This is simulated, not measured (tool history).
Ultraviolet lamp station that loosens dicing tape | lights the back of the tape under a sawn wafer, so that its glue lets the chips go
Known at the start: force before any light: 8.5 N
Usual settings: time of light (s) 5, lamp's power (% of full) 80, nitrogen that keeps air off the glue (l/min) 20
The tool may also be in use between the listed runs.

| run | hour | time of light (s) | lamp's power (% of full) | nitrogen that keeps air off the glue (l/min) | force that peels the tape off (N) | light that reached the tape (mJ/cm²) |
|---|---|---|---|---|---|---|
| 1 | 0.0 | 5 | 80 | 20 | 1.196 | 170 |
| 2 | 35.5 | 5 | 80 | 20 | 1.198 | 167 |
| 3 | 87.1 | 5 | 80 | 20 | 1.223 | 160 |
| 4 | 115.5 | 5 | 80 | 17 | 1.305 | 163 |
| 5 | 158.0 | 5 | 80 | 9 | 1.788 | 161 |
| 6 | 207.0 | 5 | 80 | 9 | 1.792 | 154 |
| 7 | 257.7 | 5 | 80 | 9 | 1.853 | 158 |
| 8 | 286.7 | 5 | 80 | 20 | 1.363 | 155 |
| 9 | 345.1 | 5 | 80 | 20 | 1.430 | 153 |
| 10 | 398.1 | 5 | 80 | 20 | 1.442 | 148 |
| 11 | 431.5 | 5 | 80 | 34 | 1.315 | 148 |
|  | 437.3 | window cleaned of glue's vapour |
| 12 | 471.2 | 5 | 80 | 6 | 2.384 | 143 |
| 13 | 506.8 | 5 | 93 | 20 | 1.256 | 162 |
| 14 | 535.0 | 5 | 93 | 20 | 1.233 | 167 |
|  | 541.1 | window cleaned of glue's vapour, once more |
| 15 | 583.8 | 5 | 93 | 20 | 1.110 | 173 |
| 16 | 637.4 | 6 | 80 | 20 | 1.043 | 179 |
|  | 649.7 | lamp changed |
| 17 | 695.1 | 2 | 90 | 9 | 3.462 | 94 |
| 18 | 733.2 | 2 | 90 | 9 | 3.466 | 91 |
| 19 | 762.5 | 2 | 90 | 9 | 3.520 | 91 |
| 20 | 792.7 | 6 | 63 | 20 | 0.958 | 189 |
| 21 | 842.6 | 3 | 82 | 20 | 2.027 | 120 |
| 22 | 868.4 | 2 | 82 | 29 | 3.025 | 80 |
| 23 | 892.6 | 3 | 92 | 8 | 2.426 | 139 |
| 24 | 947.1 | 7 | 84 | 15 | 0.456 | 272 |
| 25 | 982.2 | 3 | 80 | 9 | 2.894 | 116 |
| 26 | 1034.4 | 3 | 80 | 9 | 3.030 | 110 |
| 27 | 1071.8 | 7 | 92 | 34 | 0.275 | 299 |
| 28 | 1115.5 | 7 | 92 | 34 | 0.273 | 292 |

Forecast each of these 4 alternatives for the next run:
| A | 1163.3 | 7 | 82 | 7 | ? | ? |
| B | 1163.3 | 7 | 89 | 21 | ? | ? |
| C | 1163.3 | 2 | 71 | 21 | ? | ? |
| D | 1163.3 | 5 | 68 | 10 | ? | ? |

| run | force that peels the tape off (N) | light that reached the tape (mJ/cm²) |
|---|---|---|
| A | 0.911 | 258 |
| B | 0.386 | 280 |
| C | 3.972 | 65 |
| D | 1.815 | 153 |
Without the tool's hidden state the same runs would have given:
| run | force that peels the tape off (N) | light that reached the tape (mJ/cm²) |
|---|---|---|
| A | 0.634 | 304 |
| B | 0.258 | 329 |
| C | 3.475 | 76 |
| D | 1.402 | 180 |

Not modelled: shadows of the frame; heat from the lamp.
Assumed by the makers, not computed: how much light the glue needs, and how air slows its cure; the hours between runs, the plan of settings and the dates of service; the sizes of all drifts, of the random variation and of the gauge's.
